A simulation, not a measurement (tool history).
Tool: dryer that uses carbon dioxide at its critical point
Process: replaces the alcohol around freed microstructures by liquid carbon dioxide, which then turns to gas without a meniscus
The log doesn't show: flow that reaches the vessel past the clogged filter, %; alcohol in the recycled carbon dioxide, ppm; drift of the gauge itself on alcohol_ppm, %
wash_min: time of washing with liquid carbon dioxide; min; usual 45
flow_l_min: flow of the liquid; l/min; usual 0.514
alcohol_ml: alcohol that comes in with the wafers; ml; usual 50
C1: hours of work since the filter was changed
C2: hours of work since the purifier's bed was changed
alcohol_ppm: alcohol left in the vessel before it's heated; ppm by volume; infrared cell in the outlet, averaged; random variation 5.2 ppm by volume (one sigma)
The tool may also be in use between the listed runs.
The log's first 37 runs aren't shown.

{"run": 38, "hour": 800.3, "wash_min": 45, "flow_l_min": 0.514, "alcohol_ml": 22, "C1": 253, "C2": 480, "alcohol_ppm": 161}
{"hour": 810.3, "done": "inlet filter changed"}
{"run": 39, "hour": 818.3, "wash_min": 45, "flow_l_min": 0.828, "alcohol_ml": 50, "C1": 5, "C2": 490, "alcohol_ppm": 111}
{"run": 40, "hour": 847.8, "wash_min": 35, "flow_l_min": 0.527, "alcohol_ml": 24, "C1": 21, "C2": 507, "alcohol_ppm": 242}
{"run": 41, "hour": 872.5, "wash_min": 31, "flow_l_min": 0.538, "alcohol_ml": 23, "C1": 36, "C2": 521, "alcohol_ppm": 295}
{"run": 42, "hour": 901.0, "wash_min": 28, "flow_l_min": 0.431, "alcohol_ml": 84, "C1": 52, "C2": 537, "alcohol_ppm": 1920}
{"run": 43, "hour": 921.1, "wash_min": 36, "flow_l_min": 0.514, "alcohol_ml": 50, "C1": 63, "C2": 549, "alcohol_ppm": 393}
{"run": 44, "hour": 943.7, "wash_min": 69, "flow_l_min": 0.514, "alcohol_ml": 51, "C1": 76, "C2": 561, "alcohol_ppm": 123}
{"run": 45, "hour": 958.4, "wash_min": 40, "flow_l_min": 0.475, "alcohol_ml": 95, "C1": 85, "C2": 570, "alcohol_ppm": 610}
{"run": 46, "hour": 974.6, "wash_min": 68, "flow_l_min": 0.575, "alcohol_ml": 95, "C1": 94, "C2": 579, "alcohol_ppm": 127}
{"run": 47, "hour": 988.0, "wash_min": 68, "flow_l_min": 0.575, "alcohol_ml": 95, "C1": 102, "C2": 587, "alcohol_ppm": 137}

Forecast each of these 3 alternatives for the next run:
{"run": "A", "hour": 1011.4, "wash_min": 34, "flow_l_min": 0.678, "alcohol_ml": 28, "C1": 115, "C2": 600, "alcohol_ppm": "?"}
{"run": "B", "hour": 1011.4, "wash_min": 66, "flow_l_min": 0.784, "alcohol_ml": 51, "C1": 115, "C2": 600, "alcohol_ppm": "?"}
{"run": "C", "hour": 1011.4, "wash_min": 37, "flow_l_min": 0.398, "alcohol_ml": 114, "C1": 115, "C2": 600, "alcohol_ppm": "?"}

run=A alcohol_ppm=189
run=B alcohol_ppm=136
run=C alcohol_ppm=1619
Without the tool's hidden state the same runs would have given:
run=A alcohol_ppm=58
run=B alcohol_ppm=13
run=C alcohol_ppm=1349
